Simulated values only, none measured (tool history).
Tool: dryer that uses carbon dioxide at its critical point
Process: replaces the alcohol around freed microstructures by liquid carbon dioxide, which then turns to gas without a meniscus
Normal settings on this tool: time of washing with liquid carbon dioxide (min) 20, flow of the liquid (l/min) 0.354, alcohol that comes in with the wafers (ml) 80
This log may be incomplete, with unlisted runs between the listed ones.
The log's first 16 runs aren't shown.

run	hour	time of washing with liquid carbon dioxide (min)	flow of the liquid (l/min)	alcohol that comes in with the wafers (ml)	hours of work since the filter was changed	hours of work since the purifier's bed was changed	alcohol left in the vessel before it's heated (ppm by volume)
17	252.1	29	0.266	55	232	163	153
18	266.7	29	0.266	55	237	168	148
19	277.4	29	0.266	55	241	171	150
20	293.7	18	0.354	75	247	177	514
21	312.0	18	0.504	98	253	183	113
22	330.1	18	0.354	80	259	190	562
23	348.7	18	0.354	80	266	196	549
24	367.6	18	0.354	80	272	203	548
25	382.3	15	0.354	104	277	208	1545
26	393.3	15	0.236	38	281	211	2306
27	405.2	15	0.236	59	285	216	3533
28	418.1	15	0.236	59	290	220	3511
29	428.4	29	0.354	79	293	224	77
30	437.1	12	0.229	22	296	227	2466
31	456.5	12	0.229	22	303	233	2543
32	473.4	31	0.229	70	309	239	299

4 ways to go on from here, each from the tool as it stands after run 32. What would each give?
A	493.5	15	0.335	38	316	246	?
B	493.5	23	0.354	80	316	246	?
C	493.5	30	0.522	24	316	246	?
D	493.5	31	0.452	70	316	246	?

run	alcohol left in the vessel before it's heated (ppm by volume)
A	785
B	184
C	56
D	52
Stripped of hidden state, with their random variation kept, the same runs would have yielded:
run	alcohol left in the vessel before it's heated (ppm by volume)
A	550
B	85
C	4
D	1
